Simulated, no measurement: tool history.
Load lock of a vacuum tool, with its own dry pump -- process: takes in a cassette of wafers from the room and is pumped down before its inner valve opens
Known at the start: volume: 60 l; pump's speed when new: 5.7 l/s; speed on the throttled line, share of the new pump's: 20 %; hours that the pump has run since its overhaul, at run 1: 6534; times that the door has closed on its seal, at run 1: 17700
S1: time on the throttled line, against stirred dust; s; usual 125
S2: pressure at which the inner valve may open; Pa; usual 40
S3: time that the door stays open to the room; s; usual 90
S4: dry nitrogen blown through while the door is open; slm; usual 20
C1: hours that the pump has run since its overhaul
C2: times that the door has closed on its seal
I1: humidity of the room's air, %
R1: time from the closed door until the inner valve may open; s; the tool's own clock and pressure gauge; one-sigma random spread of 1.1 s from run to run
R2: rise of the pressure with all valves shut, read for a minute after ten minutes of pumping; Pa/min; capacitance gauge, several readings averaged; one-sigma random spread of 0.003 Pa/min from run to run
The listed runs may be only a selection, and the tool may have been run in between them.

run    hour   S1  S2   S3  S4     C1     C2    I1     R1     R2
  1     0.0  125  40   90  20   6534  17700  47.1  187.4  0.222
  2   209.1  125  40   90  20   6743  18220  44.6  189.1  0.235
  3   369.5  137  40   90  20   6903  18619  46.7  200.7  0.232
  4   528.9  125  40   90  20   7062  19016  46.5  192.4  0.239
  5   693.1  125  49   90  20   7227  19424  43.3  186.5  0.244
  6   821.2  125  49   90  20   7355  19743  46.0  185.3  0.255
  7  1025.1  125  49   90  20   7559  20250  46.7  187.1  0.264
  8  1155.6  125  49   90  20   7689  20575  46.8  187.1  0.268
  9  1369.2  125  49   90  20   7903  21106  48.3  186.8  0.280
 10  1592.8  125  49   90  20   8126  21663  46.2  187.8  0.282
 11  1703.0  125  34   90  20   8237  21937  45.0  191.9  0.287
 12  1809.9  125  34   90  20   8343  22203  45.5  193.6  0.298
 13  1947.0  125  34   90  20   8481  22544  43.4  190.7  0.302
 14  2130.0  125  34   90  20   8664  23000  46.4  195.2  0.305
 15  2312.2  125  34   90  20   8846  23453  47.4  192.3  0.320
 16  2505.4  125  34   90  20   9039  23934  41.6  193.5  0.319
 17  2681.6  125  40   90  20   9215  24372  41.8  194.5  0.328
 18  2809.7   88  40   90  20   9343  24691  43.6  164.3  0.334
 19  2948.1   64  31  158   8   9482  25035  45.3  147.3  0.381
 20  3096.5  240  78   90   5   9630  25405  43.2  272.8  0.367
 21  3253.1  240  78   90   5   9787  25794  45.9  272.4  0.376
 22  3474.7  240  78   90   5  10008  26346  44.7  270.0  0.389
 23  3645.2   76  32  159  10  10179  26770  45.2  159.8  0.409
 24  3852.9   76  32  159  10  10386  27287  44.8  157.8  0.416
 25  3994.1  125  65   90  20  10528  27638  44.6  188.1  0.396
 26  4104.8  125  38   90  20  10638  27913  45.0  193.0  0.407
 27  4240.3  125  38   90  20  10774  28250  44.7  193.4  0.411
 28  4437.4  125  68   63  34  10971  28741  42.8  188.1  0.404

Run 29 is up next; what results do you expect?
 29  4572.9  125  34  63  34  11106  29078  42.8   ?   ?

R1: 197.0 s
R2: 0.406 Pa/min
With no hidden state in the tool, this same run would have given R1 185.1 s, R2 0.021 Pa/min.
